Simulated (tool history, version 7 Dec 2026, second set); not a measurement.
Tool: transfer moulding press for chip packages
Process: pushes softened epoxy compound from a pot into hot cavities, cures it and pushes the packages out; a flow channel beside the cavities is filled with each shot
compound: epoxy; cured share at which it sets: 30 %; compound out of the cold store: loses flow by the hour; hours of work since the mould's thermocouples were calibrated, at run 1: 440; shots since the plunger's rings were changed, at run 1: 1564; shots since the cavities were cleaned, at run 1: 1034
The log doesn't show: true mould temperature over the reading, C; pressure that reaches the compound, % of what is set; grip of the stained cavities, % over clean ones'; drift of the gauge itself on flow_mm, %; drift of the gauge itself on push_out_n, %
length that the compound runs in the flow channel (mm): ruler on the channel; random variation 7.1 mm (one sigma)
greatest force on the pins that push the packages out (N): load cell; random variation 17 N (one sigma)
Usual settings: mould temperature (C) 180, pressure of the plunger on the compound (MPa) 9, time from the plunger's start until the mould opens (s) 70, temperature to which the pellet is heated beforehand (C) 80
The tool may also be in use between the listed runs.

run	hour	mould temperature (C)	pressure of the plunger on the compound (MPa)	time from the plunger's start until the mould opens (s)	temperature to which the pellet is heated beforehand (C)	hours of work since the mould's thermocouples were calibrated	shots since the plunger's rings were changed	shots since the cavities were cleaned	incoming compound's hours out of the cold store	length that the compound runs in the flow channel (mm)	greatest force on the pins that push the packages out (N)
1	0	180	9	70	80	440	1564	1034	10.6	819	1374
# hour 5.2: cavities cleaned with cleaning compound and waxed
2	39.9	180	9	70	80	470	2353	714	12.7	797	1245
# hour 62.3: cavities cleaned with cleaning compound and waxed
3	76	180	9	70	80	497	3065	282	12.8	782	1050
# hour 119.5: mould's thermocouples calibrated
# hour 121: cavities cleaned with cleaning compound and waxed
4	131.2	177	9	70	80	8	4128	209	22	748	1193
5	156.4	177	9	70	80	28	4647	728	41.7	669	1417
# hour 175.2: cavities cleaned with cleaning compound and waxed
6	182.1	177	9	70	80	46	5144	141	42.8	654	1008
7	221.7	177	9	91	80	77	5959	956	27.3	696	938
# hour 231.3: cavities cleaned with cleaning compound and waxed
# hour 236.1: plunger's sealing rings changed
8	263.9	180	8.64	70	80	107	570	617	17.7	780	1172
# hour 288.8: cavities cleaned with cleaning compound and waxed
9	290.3	180	8.64	70	80	126	1084	32	28.2	730	772
10	322.7	180	8.64	70	80	152	1750	698	27	727	1107
# hour 344.9: cavities cleaned with cleaning compound and waxed
11	366.1	180	8.64	70	80	184	2612	437	46	635	951
# hour 401: cavities cleaned with cleaning compound and waxed
12	416.9	180	8.64	70	80	223	3624	326	43	639	910
13	450.4	180	8.64	70	80	249	4314	1016	45.2	625	1154
# hour 455.3: mould's thermocouples calibrated, once more
# hour 456.8: cavities cleaned with cleaning compound and waxed
14	492.7	180	8.64	70	80	28	5113	740	46.7	604	1201
# hour 511.2: cavities cleaned with cleaning compound and waxed
15	518.3	184	7.51	52	80	47	5607	145	31	605	1495
# hour 549.5: plunger's sealing rings changed
16	549.5	184	7.51	52	80	69	0	735	17.4	725	2109
# hour 567.4: cavities cleaned with cleaning compound and waxed
17	599.3	184	7.51	52	80	107	994	655	35.4	639	1900
# hour 622.2: cavities cleaned with cleaning compound and waxed
18	625.5	175	7.51	52	80	126	1502	68	27.4	704	2297
19	660.8	174	7.42	56	70	153	2228	794	41.4	632	2907
# hour 677.6: cavities cleaned with cleaning compound and waxed
20	699.7	178	9	67	80	182	2998	455	14.9	786	1559
# hour 734: cavities cleaned with cleaning compound and waxed
21	747.6	180	9.22	70	80	219	3952	280	30.1	708	1013
22	773.7	188	7.62	58	83	239	4489	817	37.1	588	1068
# hour 789.2: cavities cleaned with cleaning compound and waxed
23	814.6	186	7.13	70	80	270	5300	524	18	636	798
# hour 845.5: cavities cleaned with cleaning compound and waxed
24	854.3	180	9.73	91	76	299	6085	182	17	756	602
# hour 860.2: plunger's sealing rings changed
# hour 903: cavities cleaned with cleaning compound and waxed
25	912	180	9	64	80	341	1034	185	27.8	744	1163
# hour 959: cavities cleaned with cleaning compound and waxed
26	965.8	180	7.16	70	80	382	2109	139	33.7	625	905
27	1005.2	180	8.93	70	80	412	2919	949	14.5	778	1316

Forecast each of these 4 alternatives for the next run:
# hour 1014.5: cavities cleaned with cleaning compound and waxed
A	1046.2	180	8.94	90	79	443	3733	651	24.2	?	?
# hour 1014.5: cavities cleaned with cleaning compound and waxed
B	1046.2	180	8.93	71	80	443	3733	651	38.5	?	?
# hour 1014.5: cavities cleaned with cleaning compound and waxed
C	1046.2	180	8.93	70	77	443	3733	651	22.5	?	?
# hour 1014.5: cavities cleaned with cleaning compound and waxed
D	1046.2	180	9	70	84	443	3733	651	40.3	?	?

run	length that the compound runs in the flow channel (mm)	greatest force on the pins that push the packages out (N)
A	725	787
B	668	1131
C	731	1200
D	664	1126
Without the tool's hidden state the same runs would have given:
run	length that the compound runs in the flow channel (mm)	greatest force on the pins that push the packages out (N)
A	774	520
B	713	757
C	780	803
D	709	752
